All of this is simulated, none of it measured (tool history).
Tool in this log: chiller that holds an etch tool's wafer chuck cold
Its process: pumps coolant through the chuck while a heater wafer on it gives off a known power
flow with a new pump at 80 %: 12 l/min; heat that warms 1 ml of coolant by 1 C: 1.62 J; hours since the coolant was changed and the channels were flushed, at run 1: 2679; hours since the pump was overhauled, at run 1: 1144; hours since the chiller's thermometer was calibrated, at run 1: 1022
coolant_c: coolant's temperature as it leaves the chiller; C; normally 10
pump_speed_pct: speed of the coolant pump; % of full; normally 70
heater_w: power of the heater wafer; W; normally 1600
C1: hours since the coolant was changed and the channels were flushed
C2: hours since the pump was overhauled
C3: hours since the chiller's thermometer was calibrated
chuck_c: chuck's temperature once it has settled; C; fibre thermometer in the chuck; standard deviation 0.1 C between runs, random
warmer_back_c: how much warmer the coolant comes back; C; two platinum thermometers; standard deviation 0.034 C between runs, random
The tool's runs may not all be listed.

Run 1, hour 0: usual settings; C1 2679; C2 1144; C3 1022. Result: chuck_c 27.2 C, warmer_back_c 5.72 C.
Run 2, hour 15: usual settings but coolant_c 11 C; C1 2694; C2 1159; C3 1037. Result: chuck_c 28.2 C, warmer_back_c 5.75 C.
Run 3, hour 31.8: usual settings but coolant_c 11 C; C1 2710; C2 1176; C3 1054. Result: chuck_c 28.2 C, warmer_back_c 5.71 C.
Run 4, hour 59.9: usual settings; C1 2738; C2 1204; C3 1082. Result: chuck_c 27.5 C, warmer_back_c 5.78 C.
Run 5, hour 85.3: usual settings; C1 2764; C2 1230; C3 1108. Result: chuck_c 27.3 C, warmer_back_c 5.73 C.
Run 6, hour 103.8: usual settings; C1 2782; C2 1248; C3 1126. Result: chuck_c 27.5 C, warmer_back_c 5.74 C.
Run 7, hour 118.9: usual settings; C1 2798; C2 1263; C3 1141. Result: chuck_c 27.5 C, warmer_back_c 5.71 C.
Run 8, hour 135.8: usual settings but pump_speed_pct 80 % of full; C1 2814; C2 1280; C3 1158. Result: chuck_c 25.9 C, warmer_back_c 4.99 C.
Run 9, hour 151.6: usual settings but pump_speed_pct 80 % of full; C1 2830; C2 1296; C3 1174. Result: chuck_c 26 C, warmer_back_c 5.01 C.
Run 10, hour 178.7: usual settings but pump_speed_pct 80 % of full; C1 2857; C2 1323; C3 1201. Result: chuck_c 26 C, warmer_back_c 4.98 C.
Run 11, hour 198.4: usual settings but pump_speed_pct 80 % of full; C1 2877; C2 1343; C3 1221. Result: chuck_c 25.8 C, warmer_back_c 5.04 C.
Run 12, hour 223.9: usual settings but pump_speed_pct 80 % of full; C1 2902; C2 1368; C3 1246. Result: chuck_c 26.1 C, warmer_back_c 5.07 C.
Run 13, hour 250.2: usual settings but pump_speed_pct 72 % of full; C1 2929; C2 1394; C3 1273. Result: chuck_c 27.2 C, warmer_back_c 5.62 C.
Run 14, hour 278.8: usual settings but coolant_c 3 C, pump_speed_pct 72 % of full; C1 2957; C2 1423; C3 1301. Result: chuck_c 20.1 C, warmer_back_c 5.55 C.
Run 15, hour 309.4: usual settings but coolant_c 3 C, pump_speed_pct 72 % of full; C1 2988; C2 1454; C3 1332. Result: chuck_c 20.2 C, warmer_back_c 5.62 C.
Run 16, hour 327.8: usual settings but coolant_c 3 C, pump_speed_pct 72 % of full; C1 3006; C2 1472; C3 1350. Result: chuck_c 20.3 C, warmer_back_c 5.6 C.
Run 17, hour 341.5: usual settings but coolant_c 3 C, pump_speed_pct 81 % of full, heater_w 1688 W; C1 3020; C2 1486; C3 1364. Result: chuck_c 19.9 C, warmer_back_c 5.23 C.
Run 18, hour 355: usual settings but coolant_c 3 C, pump_speed_pct 81 % of full, heater_w 1688 W; C1 3034; C2 1499; C3 1377. Result: chuck_c 19.6 C, warmer_back_c 5.3 C.
Run 19, hour 368.8: usual settings but coolant_c 2 C, heater_w 2178 W; C1 3047; C2 1513; C3 1391. Result: chuck_c 25.7 C, warmer_back_c 7.85 C.
Run 20, hour 381.5: usual settings but coolant_c 2 C, heater_w 2178 W; C1 3060; C2 1526; C3 1404. Result: chuck_c 25.8 C, warmer_back_c 7.88 C.
Run 21, hour 409.2: usual settings but coolant_c 2 C, pump_speed_pct 74 % of full, heater_w 827 W; C1 3088; C2 1553; C3 1432. Result: chuck_c 10.9 C, warmer_back_c 2.79 C.
Run 22, hour 434.5: usual settings but coolant_c 2 C, pump_speed_pct 74 % of full, heater_w 827 W; C1 3113; C2 1579; C3 1457. Result: chuck_c 10.8 C, warmer_back_c 2.79 C.
Run 23, hour 457.5: usual settings but coolant_c 18 C; C1 3136; C2 1602; C3 1480. Result: chuck_c 35.5 C, warmer_back_c 5.76 C.
Run 24, hour 487.8: usual settings but coolant_c 17 C, pump_speed_pct 74 % of full, heater_w 857 W; C1 3166; C2 1632; C3 1510. Result: chuck_c 26.3 C, warmer_back_c 2.9 C.
Run 25, hour 502.2: usual settings but coolant_c 17 C, pump_speed_pct 74 % of full, heater_w 857 W; C1 3181; C2 1646; C3 1525. Result: chuck_c 26.2 C, warmer_back_c 2.96 C.
Run 26, hour 518.4: usual settings but coolant_c 17 C, pump_speed_pct 74 % of full, heater_w 857 W; C1 3197; C2 1663; C3 1541. Result: chuck_c 26.1 C, warmer_back_c 2.88 C.
Run 27, hour 532.9: usual settings but coolant_c 14 C, pump_speed_pct 77 % of full, heater_w 1307 W; C1 3211; C2 1677; C3 1555. Result: chuck_c 27.7 C, warmer_back_c 4.28 C.
Run 28, hour 560.2: usual settings but coolant_c 20 C, heater_w 1024 W; C1 3239; C2 1704; C3 1583. Result: chuck_c 31.5 C, warmer_back_c 3.73 C.
Run 29, hour 577.6: usual settings but coolant_c 9 C, pump_speed_pct 96 % of full, heater_w 1856 W; C1 3256; C2 1722; C3 1600. Result: chuck_c 25.5 C, warmer_back_c 4.96 C.
Run 30, hour 592.6: usual settings but coolant_c 7 C, pump_speed_pct 71 % of full, heater_w 2179 W; C1 3271; C2 1737; C3 1615. Result: chuck_c 30.9 C, warmer_back_c 7.78 C.
Run 31, hour 608.7: usual settings but coolant_c 19 C, pump_speed_pct 74 % of full, heater_w 2154 W; C1 3287; C2 1753; C3 1631. Result: chuck_c 42.1 C, warmer_back_c 7.4 C.
Run 32, hour 638.4: usual settings but coolant_c 17 C, pump_speed_pct 84 % of full, heater_w 1654 W; C1 3317; C2 1783; C3 1661. Result: chuck_c 33.3 C, warmer_back_c 5 C.

What would each run have given without the hidden state, its run-to-run variation left as it was?
The tool's hidden condition here consists of: heat passed by the chuck's channels, % of clean ones'; flow at a given pump speed, % of a new pump's; coolant's true temperature over the reading, C; drift of the gauge itself on chuck_c, C; drift of the gauge itself on warmer_back_c, C.
run  chuck_c  warmer_back_c
  1     25.8           5.63
  2     26.8           5.66
  3     26.7           5.62
  4       26           5.68
  5     25.9           5.63
  6       26           5.63
  7       26            5.6
  8     24.5           4.89
  9     24.6           4.92
 10     24.5           4.89
 11     24.4           4.95
 12     24.6           4.97
 13     25.7            5.5
 14     18.5           5.44
 15     18.5            5.5
 16     18.7           5.48
 17     18.3           5.11
 18     17.9           5.19
 19     23.5           7.68
 20     23.6            7.7
 21       10           2.73
 22      9.8           2.72
 23     33.8           5.62
 24     25.2           2.83
 25     25.2           2.89
 26       25            2.8
 27     26.3           4.17
 28     30.2           3.64
 29     23.7           4.83
 30     28.5           7.58
 31     39.7           7.21
 32     31.5           4.86
